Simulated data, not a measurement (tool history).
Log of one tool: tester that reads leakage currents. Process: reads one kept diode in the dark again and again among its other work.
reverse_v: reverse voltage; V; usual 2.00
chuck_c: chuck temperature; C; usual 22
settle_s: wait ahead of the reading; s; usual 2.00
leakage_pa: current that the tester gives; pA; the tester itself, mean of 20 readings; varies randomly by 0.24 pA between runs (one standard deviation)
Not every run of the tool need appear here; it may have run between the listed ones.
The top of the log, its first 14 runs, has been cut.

run 15 hour=2457.7 | reverse_v=2.00 chuck_c=22 settle_s=2.00 | leakage_pa=86.15
run 16 hour=2569.6 | reverse_v=2.00 chuck_c=22 settle_s=2.00 | leakage_pa=86.82
run 17 hour=2814.6 | reverse_v=4.04 chuck_c=50 settle_s=2.00 | leakage_pa=1292.78
run 18 hour=3026.3 | reverse_v=4.04 chuck_c=50 settle_s=2.00 | leakage_pa=1304.54
run 19 hour=3184.3 | reverse_v=4.04 chuck_c=50 settle_s=2.00 | leakage_pa=1317.58
-- hour=3334.9 probe card cleaned and baked
run 20 hour=3407.0 | reverse_v=1.81 chuck_c=22 settle_s=0.66 | leakage_pa=85.39
run 21 hour=3511.7 | reverse_v=1.04 chuck_c=22 settle_s=6.31 | leakage_pa=63.05
run 22 hour=3754.4 | reverse_v=1.04 chuck_c=22 settle_s=6.31 | leakage_pa=64.83
run 23 hour=3985.8 | reverse_v=8.77 chuck_c=22 settle_s=0.39 | leakage_pa=212.75

Run 24, settings as shown, results not yet in. Your forecast:
-- hour=4109.3 chuck's temperature calibrated
run 24 hour=4131.0 | reverse_v=1.86 chuck_c=36 settle_s=5.66 | leakage_pa=?

{"run 24": {"leakage_pa": 259.56}}
Take away the tool's hidden state, keep the run-to-run variation as it was, and the same run would have given leakage_pa 253.64 pA.
